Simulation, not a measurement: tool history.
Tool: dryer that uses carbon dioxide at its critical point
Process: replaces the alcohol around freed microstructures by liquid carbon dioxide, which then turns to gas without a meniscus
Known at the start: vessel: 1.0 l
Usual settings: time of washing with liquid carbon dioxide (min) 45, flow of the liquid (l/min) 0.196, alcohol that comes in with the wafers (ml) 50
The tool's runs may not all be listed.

run   hour  time of washing with liquid carbon dioxide (min)  flow of the liquid (l/min)  alcohol that comes in with the wafers (ml)  alcohol left in the vessel before it's heated (ppm by volume)
  1    0.0                                                45                       0.196                                          50                                                             63
  2    8.8                                                43                       0.196                                          50                                                             79
  3   13.2                                                43                       0.196                                          50                                                             84
  4   21.1                                                45                       0.196                                          50                                                             68
  5   26.8                                                45                       0.196                                          50                                                             66
  6   30.5                                                45                       0.196                                          50                                                             69
  7   34.4                                                45                       0.196                                          40                                                             64
  8   43.4                                                45                       0.196                                          40                                                             68
  9   50.7                                                45                       0.318                                          50                                                             24
 10   58.9                                                45                       0.318                                         102                                                             40
 11   65.3                                                45                       0.318                                         102                                                             34
 12   74.4                                                45                       0.318                                          33                                                             33
 13   83.4                                                45                       0.128                                          50                                                            645
 14   89.8                                                53                       0.196                                          50                                                             38
 15   96.6                                                45                       0.196                                          50                                                             83
 16  103.8                                                45                       0.196                                          50                                                             88
 17  110.5                                                45                       0.196                                          50                                                             85
 18  114.8                                                45                       0.196                                          50                                                             82
 19  123.6                                                64                       0.196                                          50                                                             43
 20  129.2                                                64                       0.196                                          50                                                             39
 21  138.4                                                45                       0.196                                          75                                                            122
 22  143.7                                                45                       0.280                                          90                                                             36
 23  147.8                                                45                       0.280                                          90                                                             46
 24  153.7                                                51                       0.272                                          34                                                             40
 25  161.6                                                51                       0.272                                          34                                                             34
 26  165.7                                                45                       0.140                                          21                                                            225
 27  174.7                                                31                       0.196                                          25                                                            286
 28  179.5                                                33                       0.196                                          62                                                            479
 29  183.2                                                27                       0.196                                          50                                                            929
 30  190.2                                                42                       0.196                                          36                                                            108
 31  198.6                                                39                       0.196                                          36                                                            147
 32  205.0                                                39                       0.196                                          36                                                            148
 33  212.1                                                42                       0.256                                          34                                                             52
 34  217.5                                                45                       0.128                                          21                                                            348
 35  222.4                                                51                       0.143                                          34                                                            203
 36  230.4                                                70                       0.153                                          50                                                             59
 37  234.2                                                29                       0.179                                          22                                                            514
 38  240.0                                                29                       0.193                                          46                                                            778

3 ways to go on from here, each from the tool as it stands after run 38. What would each give?
  A  244.0                                                36                       0.196                                          41                                                              ?
  B  244.0                                                38                       0.193                                          46                                                              ?
  C  244.0                                                34                       0.153                                          46                                                              ?

run  alcohol left in the vessel before it's heated (ppm by volume)
  A                                                            260
  B                                                            233
  C                                                           1057
Without the tool's hidden state the same runs would have given:
run  alcohol left in the vessel before it's heated (ppm by volume)
  A                                                            114
  B                                                             93
  C                                                            613
